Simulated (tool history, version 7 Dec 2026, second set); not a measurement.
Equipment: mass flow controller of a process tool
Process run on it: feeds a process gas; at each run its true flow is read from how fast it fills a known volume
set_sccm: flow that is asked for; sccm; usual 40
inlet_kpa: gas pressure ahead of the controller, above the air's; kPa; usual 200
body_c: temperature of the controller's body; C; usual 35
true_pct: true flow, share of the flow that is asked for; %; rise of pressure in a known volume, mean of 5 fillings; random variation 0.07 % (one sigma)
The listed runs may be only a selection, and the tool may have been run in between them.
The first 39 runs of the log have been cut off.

run	hour	set_sccm	inlet_kpa	body_c	hours of work since the controller was set to zero	hours of work since the controller was changed	true_pct
40	12013.8	40	173	35	1308	13951	98.19
41	12444.4	40	248	26	1607	14250	99.00
42	12683.5	47	189	31	1773	14416	98.51
43	13087.2	29	165	23	2053	14696	98.56
# hour 13197.7: controller exchanged for a calibrated one
44	13524.9	12	165	30	227	227	97.77
45	13826.9	40	179	27	437	437	98.45
46	14228.6	40	179	27	716	716	98.35
47	14502.0	40	179	27	906	906	98.48

Branching from run 47: 5 alternative next runs. What would each branch give?
A	14850.3	25	255	27	1147	1147	?
B	14850.3	76	179	26	1147	1147	?
C	14850.3	40	200	32	1147	1147	?
D	14850.3	40	200	25	1147	1147	?
E	14850.3	40	231	27	1147	1147	?

run	true_pct
A	98.55
B	98.86
C	98.03
D	98.58
E	98.62
With the hidden condition removed and each run's random variation left untouched, the same runs would have given:
run	true_pct
A	99.18
B	99.49
C	98.66
D	99.20
E	99.24

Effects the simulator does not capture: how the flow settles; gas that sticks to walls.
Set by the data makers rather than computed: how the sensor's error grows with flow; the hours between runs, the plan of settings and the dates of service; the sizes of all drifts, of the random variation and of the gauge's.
